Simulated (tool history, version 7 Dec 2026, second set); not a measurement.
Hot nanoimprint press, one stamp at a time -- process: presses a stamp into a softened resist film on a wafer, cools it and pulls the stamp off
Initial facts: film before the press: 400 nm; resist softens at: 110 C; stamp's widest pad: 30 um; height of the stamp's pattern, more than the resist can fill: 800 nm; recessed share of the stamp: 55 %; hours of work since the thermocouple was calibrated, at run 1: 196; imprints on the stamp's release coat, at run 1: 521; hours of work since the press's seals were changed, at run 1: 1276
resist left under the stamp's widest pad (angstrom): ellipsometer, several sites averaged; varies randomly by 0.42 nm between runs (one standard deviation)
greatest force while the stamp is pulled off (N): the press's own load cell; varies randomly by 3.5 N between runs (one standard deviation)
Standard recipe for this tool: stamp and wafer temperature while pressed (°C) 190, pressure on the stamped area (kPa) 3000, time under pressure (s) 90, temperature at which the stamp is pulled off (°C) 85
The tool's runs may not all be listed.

| run | hour | stamp and wafer temperature while pressed (°C) | pressure on the stamped area (kPa) | time under pressure (s) | temperature at which the stamp is pulled off (°C) | hours of work since the thermocouple was calibrated | imprints on the stamp's release coat | hours of work since the press's seals were changed | resist left under the stamp's widest pad (angstrom) | greatest force while the stamp is pulled off (N) |
|---|---|---|---|---|---|---|---|---|---|---|
| 1 | 0 | 190 | 3000 | 90 | 85 | 196 | 521 | 1276 | 2330 | 209 |
|  | 40.5 | press's hydraulic seals changed and the load cell set to zero |
| 2 | 92.9 | 190 | 3000 | 90 | 85 | 231 | 726 | 22 | 2269 | 225 |
| 3 | 144.2 | 190 | 3000 | 90 | 85 | 252 | 849 | 43 | 2263 | 239 |
| 4 | 222.9 | 190 | 3000 | 90 | 85 | 285 | 1039 | 76 | 2255 | 260 |
| 5 | 301.2 | 190 | 3000 | 90 | 85 | 318 | 1228 | 109 | 2258 | 271 |
|  | 336.6 | plate thermocouple calibrated |
| 6 | 390.1 | 190 | 3000 | 90 | 85 | 22 | 1434 | 144 | 2238 | 275 |
| 7 | 472.1 | 190 | 3000 | 90 | 81 | 56 | 1632 | 179 | 2234 | 308 |
|  | 484.3 | stamp cleaned and given a new release coat |
| 8 | 527.4 | 190 | 3000 | 46 | 85 | 77 | 104 | 199 | 2725 | 172 |
| 9 | 576.5 | 190 | 3000 | 90 | 85 | 97 | 222 | 220 | 2227 | 183 |
|  | 586.5 | plate thermocouple calibrated, once more |
| 10 | 637.7 | 190 | 3000 | 90 | 88 | 21 | 362 | 244 | 2292 | 192 |
| 11 | 720.8 | 190 | 3000 | 90 | 88 | 56 | 562 | 278 | 2288 | 205 |
| 12 | 784.6 | 190 | 3000 | 90 | 78 | 83 | 716 | 305 | 2280 | 238 |
| 13 | 856.5 | 190 | 3000 | 164 | 78 | 112 | 889 | 335 | 1836 | 245 |
| 14 | 938.2 | 190 | 3000 | 164 | 71 | 147 | 1086 | 369 | 1824 | 281 |
| 15 | 995.8 | 190 | 3000 | 164 | 71 | 171 | 1225 | 393 | 1818 | 276 |
| 16 | 1078 | 195 | 2170 | 81 | 71 | 205 | 1423 | 427 | 2290 | 308 |
| 17 | 1159.2 | 195 | 3230 | 90 | 85 | 239 | 1618 | 461 | 1896 | 299 |
|  | 1178.6 | stamp cleaned and given a new release coat |
| 18 | 1220.8 | 195 | 3550 | 90 | 85 | 262 | 101 | 484 | 1826 | 176 |
| 19 | 1280.6 | 199 | 3440 | 77 | 84 | 287 | 245 | 509 | 1734 | 182 |
| 20 | 1366.3 | 199 | 4560 | 69 | 84 | 322 | 452 | 545 | 1612 | 200 |
|  | 1393.4 | plate thermocouple calibrated |
| 21 | 1431.5 | 190 | 2210 | 53 | 87 | 16 | 602 | 571 | 2946 | 216 |
| 22 | 1481.5 | 180 | 2830 | 90 | 78 | 37 | 722 | 592 | 3026 | 244 |
| 23 | 1533 | 180 | 2830 | 90 | 78 | 58 | 846 | 613 | 3026 | 247 |
| 24 | 1605.7 | 182 | 2830 | 67 | 90 | 88 | 1021 | 644 | 3092 | 244 |
| 25 | 1649.7 | 199 | 4330 | 51 | 91 | 107 | 1127 | 662 | 1912 | 251 |
| 26 | 1704.9 | 199 | 4330 | 51 | 91 | 130 | 1260 | 685 | 1906 | 266 |
| 27 | 1772.6 | 200 | 2070 | 84 | 80 | 158 | 1423 | 713 | 2046 | 300 |
| 28 | 1855.8 | 200 | 2070 | 84 | 80 | 193 | 1624 | 748 | 2040 | 315 |
|  | 1873.9 | stamp cleaned and given a new release coat |
| 29 | 1913.3 | 200 | 2070 | 84 | 80 | 214 | 95 | 769 | 2034 | 184 |
| 30 | 1972.4 | 200 | 2070 | 84 | 80 | 239 | 237 | 794 | 2033 | 194 |

Below, each run's measurement less what the same run would have read without the hidden state. Both values contain the same run-to-run variation, but the gauge's scatter may not be the same in both:
Hidden conditions of the tool in this case: true temperature over the reading, C; pressure that arrives at the usual setting, %; grip of the stamp's worn release coat, % over a new coat's; drift of the gauge itself on residual_nm, %; drift of the gauge itself on pull_off_n, %.
| run | resist left under the stamp's widest pad (angstrom) | greatest force while the stamp is pulled off (N) |
|---|---|---|
| 1 | +23 | +38 |
| 2 | -34 | +55 |
| 3 | -37 | +66 |
| 4 | -41 | +83 |
| 5 | -46 | +98 |
| 6 | -68 | +112 |
| 7 | -73 | +135 |
| 8 | -71 | +6 |
| 9 | -77 | +15 |
| 10 | -14 | +25 |
| 11 | -18 | +41 |
| 12 | -21 | +58 |
| 13 | -24 | +70 |
| 14 | -27 | +94 |
| 15 | -30 | +100 |
| 16 | -37 | +125 |
| 17 | -34 | +131 |
| 18 | -35 | +6 |
| 19 | -35 | +16 |
| 20 | -31 | +33 |
| 21 | +19 | +45 |
| 22 | +20 | +59 |
| 23 | +17 | +69 |
| 24 | +13 | +78 |
| 25 | +25 | +86 |
| 26 | +23 | +99 |
| 27 | +3 | +121 |
| 28 | -2 | +139 |
| 29 | -3 | +7 |
| 30 | -7 | +18 |
